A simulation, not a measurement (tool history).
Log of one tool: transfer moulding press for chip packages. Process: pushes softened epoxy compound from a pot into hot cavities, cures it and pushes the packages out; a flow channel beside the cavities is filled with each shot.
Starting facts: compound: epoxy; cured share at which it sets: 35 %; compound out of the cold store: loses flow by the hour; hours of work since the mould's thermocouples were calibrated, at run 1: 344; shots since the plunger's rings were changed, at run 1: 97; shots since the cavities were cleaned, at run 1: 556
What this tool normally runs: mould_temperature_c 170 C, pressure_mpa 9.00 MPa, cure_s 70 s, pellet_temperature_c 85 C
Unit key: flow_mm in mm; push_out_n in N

run	hour	mould_temperature_c	pressure_mpa	cure_s	pellet_temperature_c	hours of work since the mould's thermocouples were calibrated	shots since the plunger's rings were changed	shots since the cavities were cleaned	incoming compound's hours out of the cold store	flow_mm	push_out_n
1	0.0	170	9.00	70	85	344	97	556	35.3	789	723
# hour 28.9: cavities cleaned with cleaning compound and waxed
2	28.9	170	9.00	70	85	360	534	0	27.8	815	495
3	71.1	170	9.00	70	85	385	1207	673	12.7	872	740
# hour 88.0: cavities cleaned with cleaning compound and waxed
4	117.1	170	9.00	70	85	411	1917	464	13.3	855	721
# hour 151.5: cavities cleaned with cleaning compound and waxed
5	154.6	170	9.00	70	85	432	2490	49	47.0	716	497
# hour 166.6: plunger's sealing rings changed
6	197.7	170	9.00	70	85	456	496	698	40.0	769	749
# hour 215.9: cavities cleaned with cleaning compound and waxed
7	246.0	170	9.00	70	85	484	1242	480	17.3	854	726
# hour 278.0: cavities cleaned with cleaning compound and waxed
8	284.3	170	9.00	70	85	506	1829	101	20.4	829	543
# hour 340.9: plunger's sealing rings changed
# hour 342.4: cavities cleaned with cleaning compound and waxed
9	342.4	170	9.00	70	80	538	0	0	25.2	833	497
10	372.5	170	9.00	70	80	555	480	480	21.8	836	712
# hour 403.1: cavities cleaned with cleaning compound and waxed
11	405.6	170	9.00	70	80	574	983	40	33.8	788	491
12	441.3	170	9.00	70	80	595	1554	611	16.2	852	779
# hour 462.4: cavities cleaned with cleaning compound and waxed
13	478.9	170	9.00	70	80	616	2129	263	18.6	836	644
# hour 517.7: plunger's sealing rings changed
# hour 529.5: cavities cleaned with cleaning compound and waxed
14	535.5	170	9.00	70	80	647	260	96	38.7	776	510
# hour 590.5: cavities cleaned with cleaning compound and waxed
15	597.9	170	10.72	70	86	683	1231	118	9.2	966	569
16	629.2	170	10.72	70	86	702	1730	617	9.8	956	777
# hour 651.0: cavities cleaned with cleaning compound and waxed
17	658.1	170	9.91	110	82	718	2167	113	17.1	881	447
# hour 692.4: plunger's sealing rings changed
18	692.9	167	8.54	58	87	737	8	629	38.2	766	1143
# hour 715.4: cavities cleaned with cleaning compound and waxed
19	754.6	167	8.54	58	87	772	967	625	45.3	732	1076
# hour 764.4: mould's thermocouples calibrated
# hour 779.9: cavities cleaned with cleaning compound and waxed
20	785.6	173	7.92	81	92	12	1406	91	37.7	707	458
# hour 840.6: cavities cleaned with cleaning compound and waxed
21	845.2	173	7.92	81	92	46	2333	74	20.6	764	436
# hour 870.4: plunger's sealing rings changed
22	896.2	167	10.60	81	92	75	412	848	10.8	973	755
# hour 903.3: cavities cleaned with cleaning compound and waxed
23	927.0	167	10.60	81	92	92	877	376	47.8	804	626
# hour 962.8: cavities cleaned with cleaning compound and waxed
24	981.0	165	9.00	70	79	123	1715	289	42.5	757	792
25	1018.7	164	8.71	65	89	145	2317	891	34.9	769	1237
# hour 1024.0: cavities cleaned with cleaning compound and waxed
# hour 1043.2: plunger's sealing rings changed
26	1071.2	164	10.12	84	89	174	447	713	36.6	845	753
# hour 1089.6: cavities cleaned with cleaning compound and waxed
27	1126.4	168	9.03	56	90	205	1304	587	22.7	832	1252

Each row is a separate what-if for the run after 27, all from the same tool condition, not one after another. Results?
# hour 1152.4: cavities cleaned with cleaning compound and waxed
A	1173.2	170	8.72	90	85	232	2026	331	44.0	?	?
# hour 1152.4: cavities cleaned with cleaning compound and waxed
B	1173.2	171	7.21	70	85	232	2026	331	10.2	?	?
# hour 1152.4: cavities cleaned with cleaning compound and waxed
C	1173.2	168	10.35	61	90	232	2026	331	39.1	?	?
# hour 1152.4: cavities cleaned with cleaning compound and waxed
D	1173.2	168	9.03	56	90	232	2026	331	42.0	?	?

run	flow_mm	push_out_n
A	722	562
B	779	639
C	812	839
D	749	1001
With no hidden state in the tool, these same runs would have given:
run	flow_mm	push_out_n
A	747	412
B	806	475
C	840	630
D	775	756
